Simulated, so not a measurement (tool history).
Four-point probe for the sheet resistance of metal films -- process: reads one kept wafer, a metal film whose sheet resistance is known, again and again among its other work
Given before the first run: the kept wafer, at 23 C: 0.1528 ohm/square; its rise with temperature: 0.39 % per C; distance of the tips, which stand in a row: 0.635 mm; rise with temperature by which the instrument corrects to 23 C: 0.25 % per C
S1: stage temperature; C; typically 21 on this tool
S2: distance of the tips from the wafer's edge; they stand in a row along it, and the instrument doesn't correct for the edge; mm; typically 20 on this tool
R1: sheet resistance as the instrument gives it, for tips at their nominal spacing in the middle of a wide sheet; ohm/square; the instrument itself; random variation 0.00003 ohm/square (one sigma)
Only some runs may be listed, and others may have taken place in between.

run   hour  S1  S2        R1
  1    0.0  21  20  0.150626
  2   32.1  21  20  0.150625
  3   82.7  21  20  0.150621
  4  138.2  21  20  0.150665
  5  205.6  21  54  0.150536
  6  246.7  21  54  0.150483
  7  303.9  21  54  0.150426
  8  336.6  21  54  0.150439
  9  399.6  21  54  0.150399
 10  466.4  32   8  0.153107
 11  505.6  32  10  0.152868

Difference, measured minus no-hidden-state, one row per run. Run-to-run variation is common to both terms; the gauge's own scatter need not be:
Hidden state present: inner tips' distance over the nominal, %; tips' flats over new ones', %; wafer's true temperature over the reading, C; drift of the gauge itself on sheet_ohm, %.
run         R1
  1  -0.001818
  2  -0.001832
  3  -0.001850
  4  -0.001871
  5  -0.001895
  6  -0.001909
  7  -0.001932
  8  -0.001942
  9  -0.001966
 10  -0.002028
 11  -0.002038
